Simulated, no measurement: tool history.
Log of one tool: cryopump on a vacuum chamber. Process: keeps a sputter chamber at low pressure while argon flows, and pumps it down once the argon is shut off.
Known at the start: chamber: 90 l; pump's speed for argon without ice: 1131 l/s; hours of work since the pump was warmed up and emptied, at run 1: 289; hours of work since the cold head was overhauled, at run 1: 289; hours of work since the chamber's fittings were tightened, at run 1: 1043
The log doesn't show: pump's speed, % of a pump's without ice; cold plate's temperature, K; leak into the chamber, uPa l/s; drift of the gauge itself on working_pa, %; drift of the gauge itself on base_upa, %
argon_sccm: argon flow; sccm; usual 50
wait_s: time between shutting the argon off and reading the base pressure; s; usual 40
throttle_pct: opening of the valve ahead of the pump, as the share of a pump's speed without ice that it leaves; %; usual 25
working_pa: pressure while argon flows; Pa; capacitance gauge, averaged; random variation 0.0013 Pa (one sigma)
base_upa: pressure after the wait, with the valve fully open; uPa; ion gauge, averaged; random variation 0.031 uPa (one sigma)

run   hour  argon_sccm  wait_s  throttle_pct  hours of work since the pump was warmed up and emptied  hours of work since the cold head was overhauled  hours of work since the chamber's fittings were tightened  working_pa  base_upa
  1    0.0          50      40            25                                                     289                                               289                                                       1043      0.3162      4.61
  2   31.4          50      40            25                                                     316                                               316                                                       1070      0.3214      4.79
  3   57.6          50      40            25                                                     339                                               339                                                       1093      0.3199      4.91
      65.6  -- pump warmed up, emptied and cooled again
  4   85.7          50      40            25                                                      17                                               359                                                       1113      0.3023      4.10
  5  115.8          50      40            25                                                      43                                               385                                                       1139      0.3013      4.34
  6  146.9          50     163            25                                                      70                                               412                                                       1166      0.3030      3.50
  7  160.9          50      30            25                                                      83                                               424                                                       1178      0.3042      5.03
  8  190.2          50      30            25                                                     108                                               449                                                       1204      0.3058      5.06
  9  207.5          50      40            25                                                     123                                               464                                                       1219      0.3072      4.82
 10  230.0          50      40            25                                                     142                                               484                                                       1238      0.3107      4.94
 11  253.6          50      40            25                                                     163                                               504                                                       1258      0.3103      5.04
 12  283.0          50      40            25                                                     188                                               530                                                       1284      0.3139      4.95
 13  304.0          50     140            32                                                     206                                               548                                                       1302      0.2468      4.35
     319.1  -- leaking fittings of the chamber tightened, without venting
 14  319.7          38      97            58                                                     218                                               560                                                          0      0.1093      0.94
 15  333.8          38      97            58                                                     230                                               572                                                         13      0.1094      0.94

The next listed run, before its measurement:
 16  358.3          87      66            27                                                     252                                               593                                                         34           ?         ?

working_pa: 0.5131 Pa
base_upa: 1.30 uPa
Without the tool's hidden state the same run would have given working_pa 0.4821 Pa, base_upa 1.07 uPa.

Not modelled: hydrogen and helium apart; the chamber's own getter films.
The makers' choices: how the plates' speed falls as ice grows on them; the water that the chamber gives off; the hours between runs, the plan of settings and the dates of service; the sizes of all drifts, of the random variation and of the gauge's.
